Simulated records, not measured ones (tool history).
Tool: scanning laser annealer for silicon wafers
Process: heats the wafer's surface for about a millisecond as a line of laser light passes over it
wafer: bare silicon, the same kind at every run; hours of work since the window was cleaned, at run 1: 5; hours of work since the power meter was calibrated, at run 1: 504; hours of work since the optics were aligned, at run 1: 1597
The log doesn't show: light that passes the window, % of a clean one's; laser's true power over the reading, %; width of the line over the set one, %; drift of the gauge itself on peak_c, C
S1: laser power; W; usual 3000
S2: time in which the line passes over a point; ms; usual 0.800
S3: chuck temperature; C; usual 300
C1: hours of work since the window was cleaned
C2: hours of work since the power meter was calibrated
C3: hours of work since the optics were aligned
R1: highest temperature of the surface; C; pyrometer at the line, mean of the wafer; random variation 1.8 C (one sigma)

run   hour    S1     S2   S3   C1   C2    C3    R1
  1    0.0  3000  0.800  300    5  504  1597  1020
  2   28.1  3000  0.800  300   18  516  1610  1017
  3   51.1  3000  0.800  300   28  527  1621  1021
  4   66.6  3000  0.800  300   35  534  1628  1018
  5   82.8  3000  0.800  300   42  541  1635  1017
  6  109.1  2915  0.800  300   54  553  1647   995
  7  125.0  2915  0.800  300   62  560  1654   998
  8  143.6  2915  0.800  300   70  569  1663  1000
  9  157.2  2915  0.800  300   76  575  1669   998
 10  171.6  3000  0.649  327   83  582  1675   962
 11  190.6  3000  0.649  327   91  590  1684   963
 12  209.9  3000  0.781  300  100  599  1693  1011

Run 13 comes next. What will it give?
 13  238.2  3000  0.781  300  113  612  1706   ?

{"run 13": {"R1": 1005}}
Without the tool's hidden state the same run would have given R1 1006 C.

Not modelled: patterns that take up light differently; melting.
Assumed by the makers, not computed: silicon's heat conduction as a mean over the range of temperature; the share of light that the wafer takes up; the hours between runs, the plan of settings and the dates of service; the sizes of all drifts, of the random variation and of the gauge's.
